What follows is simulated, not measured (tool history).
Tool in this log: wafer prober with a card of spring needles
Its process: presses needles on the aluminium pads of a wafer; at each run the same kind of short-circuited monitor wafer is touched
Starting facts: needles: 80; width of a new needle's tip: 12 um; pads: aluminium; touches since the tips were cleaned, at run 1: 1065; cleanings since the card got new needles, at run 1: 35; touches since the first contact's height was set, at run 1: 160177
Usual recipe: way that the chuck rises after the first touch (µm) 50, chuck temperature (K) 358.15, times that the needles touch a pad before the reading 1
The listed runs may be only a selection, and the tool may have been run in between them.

run	hour	way that the chuck rises after the first touch (µm)	chuck temperature (K)	times that the needles touch a pad before the reading	touches since the tips were cleaned	cleanings since the card got new needles	touches since the first contact's height was set	resistance of one needle with its contact and lead (mohm)	way that a needle slides on the pad (µm)
1	0.0	50	358.15	1	1065	35	160177	248	11.70
# hour 7.9: tips cleaned on abrasive film
2	9.0	50	370.15	1	402	36	163431	243	11.66
# hour 18.4: tips cleaned on abrasive film
3	18.8	52	370.15	1	136	37	166984	242	12.10
# hour 29.2: tips cleaned on abrasive film
4	33.2	52	370.15	1	1474	38	172211	254	12.05
# hour 40.2: tips cleaned on abrasive film
5	42.4	50	358.15	1	785	39	175536	244	11.84
# hour 49.6: height of the first contact set anew
# hour 52.4: tips cleaned on abrasive film
6	58.8	50	358.15	1	2350	40	3346	253	12.62
# hour 63.3: tips cleaned on abrasive film
7	68.5	50	358.15	1	1917	41	6840	247	12.73
# hour 74.1: tips cleaned on abrasive film
8	83.0	50	358.15	1	3253	42	12105	263	12.59
# hour 85.4: tips cleaned on abrasive film
9	91.1	50	387.15	1	2093	43	15034	259	12.54
# hour 96.7: tips cleaned on abrasive film
10	105.9	50	390.15	1	3344	44	20398	262	12.57
# hour 108.7: tips cleaned on abrasive film
11	117.8	50	390.15	1	3345	45	24744	266	12.57
# hour 120.2: tips cleaned on abrasive film
12	128.0	50	358.15	1	2860	46	28435	260	12.59
# hour 131.1: tips cleaned on abrasive film
# hour 141.8: tips cleaned on abrasive film
13	143.0	50	358.15	1	442	48	33847	237	12.43
# hour 153.3: tips cleaned on abrasive film
14	156.9	50	332.15	2	1302	49	38879	231	12.55
# hour 164.3: tips cleaned on abrasive film
15	171.3	50	332.15	2	2570	50	44126	242	12.34
# hour 174.8: tips cleaned on abrasive film
16	184.9	43	385.15	2	3694	51	49068	263	10.56
# hour 186.3: tips cleaned on abrasive film
17	193.0	50	334.15	1	2470	52	51988	252	12.44
# hour 197.5: tips cleaned on abrasive film
18	207.7	37	377.15	1	3728	53	57320	297	9.14
# hour 208.8: tips cleaned on abrasive film
# hour 219.8: tips cleaned on abrasive film
19	224.7	37	377.15	1	1809	55	63460	284	8.99
# hour 230.4: tips cleaned on abrasive film
# hour 241.2: tips cleaned on abrasive film
20	241.3	38	300.15	3	45	57	69458	225	9.28
# hour 252.8: tips cleaned on abrasive film
21	258.2	50	325.15	2	2003	58	75617	239	12.33
# hour 263.9: tips cleaned on abrasive film
22	272.4	50	316.15	2	3133	59	80772	245	12.10
# hour 275.7: tips cleaned on abrasive film
23	282.9	30	302.15	2	2643	60	84559	277	7.04
# hour 287.6: tips cleaned on abrasive film
# hour 298.4: tips cleaned on abrasive film
24	300.7	44	358.15	2	819	62	90989	244	10.66
# hour 309.6: tips cleaned on abrasive film
25	313.2	64	305.15	2	1311	63	95523	223	15.72

5 ways to go on from here, each from the tool as it stands after run 25. What would each give?
# hour 321.0: tips cleaned on abrasive film
A	326.3	67	358.15	1	1957	64	100304	?	?
# hour 321.0: tips cleaned on abrasive film
B	326.3	50	358.15	1	1957	64	100304	?	?
# hour 321.0: tips cleaned on abrasive film
C	326.3	38	305.15	2	1957	64	100304	?	?
# hour 321.0: tips cleaned on abrasive film
D	326.3	49	308.15	1	1957	64	100304	?	?
# hour 321.0: tips cleaned on abrasive film
E	326.3	57	361.15	2	1957	64	100304	?	?

run	resistance of one needle with its contact and lead (mohm)	way that a needle slides on the pad (µm)
A	241	16.39
B	255	12.09
C	251	9.07
D	248	11.87
E	242	13.74
Had the tool no hidden state, the same runs would have come out as:
run	resistance of one needle with its contact and lead (mohm)	way that a needle slides on the pad (µm)
A	228	17.00
B	229	12.69
C	221	9.68
D	218	12.48
E	230	14.34
